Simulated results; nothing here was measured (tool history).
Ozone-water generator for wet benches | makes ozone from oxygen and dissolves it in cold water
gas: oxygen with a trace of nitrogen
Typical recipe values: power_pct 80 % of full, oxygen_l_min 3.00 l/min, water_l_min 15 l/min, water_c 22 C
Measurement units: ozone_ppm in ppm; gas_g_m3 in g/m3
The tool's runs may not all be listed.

run,day,power_pct,oxygen_l_min,water_l_min,water_c,ozone_ppm,gas_g_m3
1,0.000,80,3.00,15,22,26.8,265.9
2,2.021,80,3.00,15,22,26.4,267.6
3,3.833,49,3.00,15,22,19.0,188.3
4,5.038,80,1.86,15,22,23.8,318.0
5,7.479,80,1.86,15,22,23.6,323.5
6,8.592,80,1.86,15,22,23.6,322.9
7,10.592,80,3.00,10,22,34.7,269.3
8,11.796,80,3.00,10,22,34.6,267.6
9,13.592,80,3.00,10,22,34.8,270.4
10,16.188,80,3.00,15,22,26.7,270.5
11,17.750,80,3.00,15,22,26.8,267.7
12,19.292,80,3.00,15,22,26.6,269.4
13,20.938,80,3.00,15,22,26.6,269.3
14,22.017,80,3.00,15,22,26.6,270.8
15,24.004,61,3.00,15,22,22.1,224.8
16,25.425,61,3.00,15,22,22.0,223.3
17,27.879,61,3.00,15,22,22.0,225.1
18,29.279,61,3.00,15,22,22.1,223.3
19,31.371,61,5.29,13,22,25.3,177.7
20,34.012,42,1.91,17,20,13.9,207.3
21,36.104,43,2.28,17,17,15.3,195.5
22,38.388,43,2.28,17,17,15.5,198.9
# day 38.808: gauge calibrated
23,40.271,80,1.97,20,27,18.0,316.8
24,41.908,82,3.00,15,22,27.4,268.7
25,43.296,65,1.95,15,17,21.6,274.1
26,45.296,65,3.00,14,19,25.2,229.6
27,46.504,95,2.73,14,18,32.6,313.6

Predict each of these 3 candidate next runs independently; none follows another, all start after run 27:
A,48.858,58,2.73,14,18,?,?
B,48.858,42,3.12,10,18,?,?
C,48.858,80,3.96,12,21,?,?

run,ozone_ppm,gas_g_m3
A,23.1,222.7
B,23.4,168.8
C,32.4,239.2
With no hidden state in the tool, these same runs would have given:
run,ozone_ppm,gas_g_m3
A,23.1,221.0
B,23.5,167.6
C,32.4,237.5
